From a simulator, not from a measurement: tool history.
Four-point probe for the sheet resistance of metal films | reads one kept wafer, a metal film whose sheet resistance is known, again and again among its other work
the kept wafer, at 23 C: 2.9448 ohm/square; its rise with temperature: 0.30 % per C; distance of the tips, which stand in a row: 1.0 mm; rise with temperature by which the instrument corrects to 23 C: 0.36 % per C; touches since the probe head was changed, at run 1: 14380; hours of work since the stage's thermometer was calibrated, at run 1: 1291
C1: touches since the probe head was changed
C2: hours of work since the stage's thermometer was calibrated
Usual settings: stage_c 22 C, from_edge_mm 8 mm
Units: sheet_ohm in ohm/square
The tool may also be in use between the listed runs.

Run 1, hour 0.0: usual settings; C1 14380; C2 1291. Result: sheet_ohm 2.978483 ohm/square.
Run 2, hour 10.9: usual settings; C1 14816; C2 1297. Result: sheet_ohm 2.979465 ohm/square.
Run 3, hour 20.8: usual settings; C1 15211; C2 1302. Result: sheet_ohm 2.978550 ohm/square.
Run 4, hour 36.2: usual settings but stage_c 26 C; C1 15826; C2 1310. Result: sheet_ohm 2.970163 ohm/square.
Run 5, hour 53.9: usual settings but stage_c 26 C; C1 16535; C2 1319. Result: sheet_ohm 2.970475 ohm/square.
Run 6, hour 61.0: usual settings; C1 16822; C2 1323. Result: sheet_ohm 2.978736 ohm/square.
Run 7, hour 73.2: usual settings; C1 17309; C2 1330. Result: sheet_ohm 2.979397 ohm/square.
Run 8, hour 88.5: usual settings but from_edge_mm 3 mm; C1 17920; C2 1338. Result: sheet_ohm 3.119440 ohm/square.
Run 9, hour 99.8: usual settings but from_edge_mm 3 mm; C1 18374; C2 1344. Result: sheet_ohm 3.119945 ohm/square.
Run 10, hour 116.1: usual settings but from_edge_mm 3 mm; C1 19026; C2 1352. Result: sheet_ohm 3.119280 ohm/square.
Run 11, hour 132.6: usual settings but from_edge_mm 3 mm; C1 19685; C2 1361. Result: sheet_ohm 3.119842 ohm/square.
Run 12, hour 140.7: usual settings but from_edge_mm 3 mm; C1 20007; C2 1365. Result: sheet_ohm 3.120426 ohm/square.
Run 13, hour 148.3: usual settings; C1 20313; C2 1369. Result: sheet_ohm 2.979158 ohm/square.
Run 14, hour 157.9: usual settings; C1 20696; C2 1374. Result: sheet_ohm 2.978999 ohm/square.
Run 15, hour 170.1: usual settings; C1 21187; C2 1381. Result: sheet_ohm 2.978852 ohm/square.
Run 16, hour 177.4: usual settings; C1 21477; C2 1385. Result: sheet_ohm 2.978696 ohm/square.
Run 17, hour 185.8: usual settings but from_edge_mm 26 mm; C1 21813; C2 1389. Result: sheet_ohm 2.956803 ohm/square.
Run 18, hour 198.4: usual settings but from_edge_mm 26 mm; C1 22318; C2 1396. Result: sheet_ohm 2.956322 ohm/square.
Run 19, hour 209.4: usual settings but stage_c 21 C, from_edge_mm 74 mm; C1 22757; C2 1402. Result: sheet_ohm 2.957335 ohm/square.
Run 20, hour 223.7: usual settings but stage_c 30 C, from_edge_mm 64 mm; C1 23331; C2 1409. Result: sheet_ohm 2.940259 ohm/square.
Run 21, hour 237.5: usual settings but stage_c 30 C, from_edge_mm 64 mm; C1 23883; C2 1417. Result: sheet_ohm 2.939438 ohm/square.
Run 22, hour 247.5: usual settings but stage_c 30 C, from_edge_mm 6 mm; C1 24284; C2 1422. Result: sheet_ohm 2.982353 ohm/square.
Run 23, hour 255.9: usual settings but stage_c 30 C, from_edge_mm 6 mm; C1 24616; C2 1426. Result: sheet_ohm 2.983205 ohm/square.
Run 24, hour 272.0: usual settings but stage_c 30 C, from_edge_mm 6 mm; C1 25263; C2 1435. Result: sheet_ohm 2.983368 ohm/square.
Run 25, hour 279.8: usual settings but stage_c 30 C; C1 25573; C2 1439. Result: sheet_ohm 2.963037 ohm/square.

3 ways to go on from here, each from the tool as it stands after run 25. What would each give?
Run A, hour 288.7: usual settings but stage_c 18 C, from_edge_mm 49 mm; C1 25931; C2 1444. Result: sheet_ohm ?.
Run B, hour 288.7: usual settings but stage_c 29 C; C1 25931; C2 1444. Result: sheet_ohm ?.
Run C, hour 288.7: usual settings but stage_c 23 C, from_edge_mm 4 mm; C1 25931; C2 1444. Result: sheet_ohm ?.

run  sheet_ohm
  A   2.962790
  B   2.965302
  C   3.049172
Without the tool's hidden state the same runs would have given:
run  sheet_ohm
  A   2.954978
  B   2.957598
  C   3.041197
